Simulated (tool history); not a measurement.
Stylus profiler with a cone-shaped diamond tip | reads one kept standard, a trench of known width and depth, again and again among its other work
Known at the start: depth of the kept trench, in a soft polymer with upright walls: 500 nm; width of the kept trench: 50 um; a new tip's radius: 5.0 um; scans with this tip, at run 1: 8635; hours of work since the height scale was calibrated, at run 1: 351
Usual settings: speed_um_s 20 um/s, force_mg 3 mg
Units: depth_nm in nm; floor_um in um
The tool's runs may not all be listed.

run	hour	speed_um_s	force_mg	scans with this tip	hours of work since the height scale was calibrated	depth_nm	floor_um
1	0	20	3	8635	351	509.46	45.55
2	58.2	20	3	8868	387	509.59	45.58
3	131.7	20	3	9162	432	509.51	45.56
4	200.6	70	3	9436	474	509.3	45.34
5	264.8	70	3	9693	513	509.37	45.35
6	396.5	70	3	10219	594	509.53	45.31
7	514.8	20	2	10691	667	507.42	45.54
8	577.1	20	2	10940	705	507.23	45.51
9	689.3	20	5.14	11388	774	513.8	45.62
10	829.4	20	5.14	11948	859	513.4	45.56
11	907.4	20	6.43	12259	907	515.89	45.6
# hour 971.1: height scale calibrated on a step standard
12	1006.3	20	6.43	12652	22	515.76	45.6
13	1135.9	20	6.43	13169	101	516.14	45.6
14	1203.2	20	6.43	13438	142	516.08	45.59
15	1264.9	20	3	13685	180	509.46	45.55
16	1338.1	13	2.6	13977	225	508.34	45.58
17	1444.2	15	3.36	14400	290	510.16	45.57
18	1517.6	49	6.6	14694	335	516.3	45.5
19	1590.1	27	3.16	14983	379	509.61	45.55
20	1717.5	8	3.16	15492	457	509.98	45.69
21	1815.6	13	1.38	15884	517	505.62	45.55
22	1902.6	13	1.38	16231	571	505.66	45.56
23	2025.9	7	3.12	16723	646	509.76	45.64
24	2100.1	19	3	17020	692	509.32	45.53
25	2172.1	19	3	17307	736	509.61	45.58
26	2234.2	43	6.14	17555	774	515.36	45.47
27	2348.4	30	3.14	18011	844	510.09	45.52
28	2419.2	30	3.14	18294	887	510.12	45.51
# hour 2509.7: height scale calibrated on a step standard
29	2552	30	3.14	18822	26	510.01	45.49

Forecast each of these 3 alternatives for the next run:
A	2644.1	37	3.14	19190	82	?	?
B	2644.1	8	8.7	19190	82	?	?
C	2644.1	39	5.5	19190	82	?	?

run	depth_nm	floor_um
A	509.71	45.45
B	519.7	45.61
C	514.59	45.53
Without the tool's hidden state the same runs would have given:
run	depth_nm	floor_um
A	509.71	45.46
B	519.7	45.62
C	514.59	45.54

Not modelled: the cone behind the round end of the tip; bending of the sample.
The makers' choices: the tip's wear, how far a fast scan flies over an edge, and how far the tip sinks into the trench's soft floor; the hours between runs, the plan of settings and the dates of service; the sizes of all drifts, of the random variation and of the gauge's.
